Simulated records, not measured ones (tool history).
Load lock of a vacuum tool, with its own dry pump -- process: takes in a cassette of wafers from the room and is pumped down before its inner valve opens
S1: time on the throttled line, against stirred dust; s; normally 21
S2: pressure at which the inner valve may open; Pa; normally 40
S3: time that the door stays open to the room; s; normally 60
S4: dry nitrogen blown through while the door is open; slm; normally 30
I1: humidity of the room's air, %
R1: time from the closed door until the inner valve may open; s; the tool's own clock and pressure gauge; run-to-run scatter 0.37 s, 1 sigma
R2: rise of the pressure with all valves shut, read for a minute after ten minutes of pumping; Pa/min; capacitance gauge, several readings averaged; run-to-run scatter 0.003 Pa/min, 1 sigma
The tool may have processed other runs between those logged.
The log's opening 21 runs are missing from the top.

run,hour,S1,S2,S3,S4,I1,R1,R2
22,3346.4,21,55,60,30,42.7,37.2,0.135
23,3500.4,21,46,34,30,44.8,37.4,0.142
24,3704.4,21,46,34,30,46.0,37.8,0.138
25,3819.6,13,35,192,30,47.6,33.7,0.174
26,3950.9,13,35,192,30,42.9,33.3,0.169
27,4061.3,21,40,85,42,42.5,37.6,0.151
28,4237.9,11,77,96,5,42.6,30.2,0.188
29,4367.9,18,47,60,30,42.2,35.9,0.155
30,4496.9,21,40,60,6,42.5,38.7,0.187
31,4598.2,28,42,128,13,46.0,44.1,0.194
32,4819.3,24,49,60,30,45.8,40.3,0.171
33,4932.0,24,49,60,30,44.0,40.2,0.168
34,5145.5,24,49,60,30,46.6,40.3,0.173
35,5253.2,24,49,60,30,44.6,40.0,0.182
36,5446.9,24,49,60,30,45.4,40.1,0.181
37,5666.5,12,40,43,32,43.4,32.7,0.178

Branching from run 37: 4 alternative next runs. What would each branch give?
A,5822.1,38,40,43,12,42.0,?,?
B,5822.1,21,40,37,30,47.9,?,?
C,5822.1,21,40,60,12,43.6,?,?
D,5822.1,34,40,64,32,42.3,?,?

run,R1,R2
A,49.9,0.202
B,38.8,0.184
C,39.3,0.208
D,47.6,0.189
The same runs, with their run-to-run variation unchanged, on a tool lacking any hidden condition would have given:
run,R1,R2
A,48.8,0.056
B,37.2,0.042
C,37.7,0.065
D,46.3,0.045
